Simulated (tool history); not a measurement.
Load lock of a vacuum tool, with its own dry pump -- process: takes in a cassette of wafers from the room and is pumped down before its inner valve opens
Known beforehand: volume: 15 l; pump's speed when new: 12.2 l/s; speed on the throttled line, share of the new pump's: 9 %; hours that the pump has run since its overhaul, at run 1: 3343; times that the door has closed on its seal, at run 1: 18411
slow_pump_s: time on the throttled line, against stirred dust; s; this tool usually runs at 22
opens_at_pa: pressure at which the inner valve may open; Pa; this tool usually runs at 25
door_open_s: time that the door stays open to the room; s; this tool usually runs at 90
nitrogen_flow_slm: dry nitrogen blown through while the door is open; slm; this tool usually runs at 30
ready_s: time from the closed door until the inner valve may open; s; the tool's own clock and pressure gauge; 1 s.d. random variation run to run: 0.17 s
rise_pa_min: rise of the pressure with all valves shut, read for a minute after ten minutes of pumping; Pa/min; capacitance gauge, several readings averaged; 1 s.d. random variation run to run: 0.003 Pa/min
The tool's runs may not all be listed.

run    hour  slow_pump_s  opens_at_pa  door_open_s  nitrogen_flow_slm  hours that the pump has run since its overhaul  times that the door has closed on its seal  incoming humidity of the room's air, %  ready_s  rise_pa_min
  1       0           22           25           90                 30                                            3343                                       18411                                      43     30.7        0.406
  2   336.9           22           25          215                 30                                            3680                                       19059                                    48.2     30.8        0.451
  3   717.6           22           25          215                 30                                            4060                                       19792                                    43.8     30.7         0.48
  4   888.6           22           25           90                 30                                            4231                                       20121                                    46.8     30.7        0.467
  5  1104.6           22           25           90                 30                                            4447                                       20537                                    46.4     31.1        0.474
  6  1265.6           22           25           90                 14                                            4608                                       20847                                    44.9     30.7        0.513
  7    1618           22           25           90                 30                                            4961                                       21525                                    42.4       31        0.518
  8  1891.8           22           25           90                 11                                            5235                                       22052                                    42.6     30.7        0.551
  9  2178.1           12           25          131                 22                                            5521                                       22603                                    45.4     22.2        0.572

What will run 10 give?
 10  2479.5           14           25           90                 43                                            5822                                       23183                                    43.7        ?            ?

Logged for run 10: ready_s 24.1 s, rise_pa_min 0.572 Pa/min.
On a tool with no hidden condition, and with the same random variation, this run would have come out at ready_s 23.2 s, rise_pa_min 0.039 Pa/min.
